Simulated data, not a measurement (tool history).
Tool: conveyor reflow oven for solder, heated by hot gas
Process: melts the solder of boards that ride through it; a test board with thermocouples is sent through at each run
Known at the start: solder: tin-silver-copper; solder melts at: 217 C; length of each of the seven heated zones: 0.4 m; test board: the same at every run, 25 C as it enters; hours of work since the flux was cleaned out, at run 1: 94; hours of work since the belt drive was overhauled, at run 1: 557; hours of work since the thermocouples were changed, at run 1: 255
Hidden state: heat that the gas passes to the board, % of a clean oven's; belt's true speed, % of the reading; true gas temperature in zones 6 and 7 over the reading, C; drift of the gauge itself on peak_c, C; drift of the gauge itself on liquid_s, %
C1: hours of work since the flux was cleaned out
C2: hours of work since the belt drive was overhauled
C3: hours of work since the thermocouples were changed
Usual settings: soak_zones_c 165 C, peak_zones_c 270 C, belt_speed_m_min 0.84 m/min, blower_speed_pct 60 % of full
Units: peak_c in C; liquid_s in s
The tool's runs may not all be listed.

run 1 hour=0 | soak_zones_c=165 peak_zones_c=270 belt_speed_m_min=0.84 blower_speed_pct=60 | C1=94 C2=557 C3=255 | peak_c=250.2 liquid_s=38.8
run 2 hour=17.3 | soak_zones_c=164 peak_zones_c=270 belt_speed_m_min=0.84 blower_speed_pct=60 | C1=107 C2=570 C3=267 | peak_c=249.7 liquid_s=38.8
run 3 hour=51.2 | soak_zones_c=164 peak_zones_c=270 belt_speed_m_min=0.84 blower_speed_pct=60 | C1=131 C2=594 C3=291 | peak_c=250.3 liquid_s=38.4
run 4 hour=76.3 | soak_zones_c=165 peak_zones_c=270 belt_speed_m_min=0.84 blower_speed_pct=60 | C1=149 C2=612 C3=309 | peak_c=250.2 liquid_s=38.6
run 5 hour=105.2 | soak_zones_c=165 peak_zones_c=270 belt_speed_m_min=0.84 blower_speed_pct=60 | C1=169 C2=632 C3=330 | peak_c=250.3 liquid_s=39
run 6 hour=131.5 | soak_zones_c=165 peak_zones_c=270 belt_speed_m_min=0.84 blower_speed_pct=60 | C1=188 C2=651 C3=349 | peak_c=250.2 liquid_s=39
run 7 hour=156.9 | soak_zones_c=165 peak_zones_c=270 belt_speed_m_min=0.84 blower_speed_pct=60 | C1=206 C2=669 C3=367 | peak_c=250.2 liquid_s=38.5
run 8 hour=179.8 | soak_zones_c=165 peak_zones_c=270 belt_speed_m_min=0.683 blower_speed_pct=60 | C1=223 C2=686 C3=383 | peak_c=256.8 liquid_s=53.9
run 9 hour=198.8 | soak_zones_c=165 peak_zones_c=270 belt_speed_m_min=0.84 blower_speed_pct=60 | C1=236 C2=699 C3=397 | peak_c=250.1 liquid_s=38.9
run 10 hour=219.3 | soak_zones_c=165 peak_zones_c=270 belt_speed_m_min=0.84 blower_speed_pct=60 | C1=251 C2=714 C3=412 | peak_c=250.2 liquid_s=38.8
run 11 hour=240.4 | soak_zones_c=165 peak_zones_c=270 belt_speed_m_min=0.84 blower_speed_pct=60 | C1=266 C2=729 C3=427 | peak_c=250.4 liquid_s=38.7
run 12 hour=255.1 | soak_zones_c=165 peak_zones_c=270 belt_speed_m_min=0.84 blower_speed_pct=60 | C1=277 C2=740 C3=437 | peak_c=250.5 liquid_s=38.7
run 13 hour=285.2 | soak_zones_c=154 peak_zones_c=270 belt_speed_m_min=0.84 blower_speed_pct=60 | C1=298 C2=761 C3=459 | peak_c=248.2 liquid_s=35
run 14 hour=305.6 | soak_zones_c=165 peak_zones_c=270 belt_speed_m_min=0.84 blower_speed_pct=60 | C1=313 C2=776 C3=473 | peak_c=250.6 liquid_s=38.8
run 15 hour=334.5 | soak_zones_c=165 peak_zones_c=270 belt_speed_m_min=0.84 blower_speed_pct=52 | C1=334 C2=797 C3=494 | peak_c=247.7 liquid_s=36.6
run 16 hour=363.3 | soak_zones_c=179 peak_zones_c=270 belt_speed_m_min=0.84 blower_speed_pct=60 | C1=354 C2=817 C3=515 | peak_c=253 liquid_s=43.8
run 17 hour=390.1 | soak_zones_c=179 peak_zones_c=270 belt_speed_m_min=0.84 blower_speed_pct=60 | C1=373 C2=836 C3=534 | peak_c=252.9 liquid_s=44.4
run 18 hour=417.9 | soak_zones_c=179 peak_zones_c=270 belt_speed_m_min=0.84 blower_speed_pct=60 | C1=393 C2=856 C3=554 | peak_c=252.8 liquid_s=43.9
run 19 hour=445.3 | soak_zones_c=153 peak_zones_c=283 belt_speed_m_min=0.708 blower_speed_pct=82 | C1=413 C2=876 C3=573 | peak_c=271.1 liquid_s=55.5
-- hour=474.5 flux residue cleaned out of gas plates and filters
run 20 hour=476.2 | soak_zones_c=166 peak_zones_c=266 belt_speed_m_min=0.84 blower_speed_pct=60 | C1=1 C2=894 C3=592 | peak_c=247 liquid_s=37.4
run 21 hour=507.5 | soak_zones_c=166 peak_zones_c=265 belt_speed_m_min=0.723 blower_speed_pct=55 | C1=24 C2=917 C3=614 | peak_c=249.8 liquid_s=46.5
run 22 hour=534.7 | soak_zones_c=165 peak_zones_c=268 belt_speed_m_min=0.84 blower_speed_pct=50 | C1=43 C2=936 C3=634 | peak_c=245 liquid_s=34.8
run 23 hour=549.7 | soak_zones_c=165 peak_zones_c=283 belt_speed_m_min=0.84 blower_speed_pct=83 | C1=54 C2=947 C3=645 | peak_c=267.3 liquid_s=47.3
-- hour=568.8 thermocouples of zones 6 and 7 changed
run 24 hour=575.7 | soak_zones_c=165 peak_zones_c=283 belt_speed_m_min=0.84 blower_speed_pct=83 | C1=71 C2=964 C3=5 | peak_c=267.1 liquid_s=47.1
run 25 hour=593.6 | soak_zones_c=165 peak_zones_c=283 belt_speed_m_min=0.84 blower_speed_pct=83 | C1=84 C2=977 C3=18 | peak_c=267.3 liquid_s=47.5
run 26 hour=614.6 | soak_zones_c=165 peak_zones_c=270 belt_speed_m_min=0.832 blower_speed_pct=60 | C1=99 C2=992 C3=33 | peak_c=250.4 liquid_s=39.5
run 27 hour=644 | soak_zones_c=165 peak_zones_c=270 belt_speed_m_min=0.832 blower_speed_pct=60 | C1=120 C2=1013 C3=54 | peak_c=250.6 liquid_s=39.5
run 28 hour=667.4 | soak_zones_c=165 peak_zones_c=270 belt_speed_m_min=0.84 blower_speed_pct=62 | C1=137 C2=1030 C3=71 | peak_c=250.5 liquid_s=39
run 29 hour=687.1 | soak_zones_c=165 peak_zones_c=270 belt_speed_m_min=0.84 blower_speed_pct=73 | C1=151 C2=1044 C3=85 | peak_c=253.4 liquid_s=41.1
run 30 hour=717.8 | soak_zones_c=152 peak_zones_c=270 belt_speed_m_min=0.84 blower_speed_pct=60 | C1=173 C2=1066 C3=107 | peak_c=247.3 liquid_s=34.6
run 31 hour=733.4 | soak_zones_c=169 peak_zones_c=270 belt_speed_m_min=0.84 blower_speed_pct=63 | C1=184 C2=1077 C3=118 | peak_c=251.8 liquid_s=40.7
run 32 hour=747.4 | soak_zones_c=165 peak_zones_c=272 belt_speed_m_min=0.84 blower_speed_pct=63 | C1=194 C2=1087 C3=128 | peak_c=252.7 liquid_s=40.4

Hidden state at the last listed run before each entry between runs and at the first one after, where it differs:
Between runs 19 and 20: flux residue cleaned out of gas plates and filters (hour 474.5)
  heat that the gas passes to the board, % of a clean oven's: 99.6 -> 100
Between runs 23 and 24: thermocouples of zones 6 and 7 changed (hour 568.8)
  true gas temperature in zones 6 and 7 over the reading, C: 0.1 -> 0.02
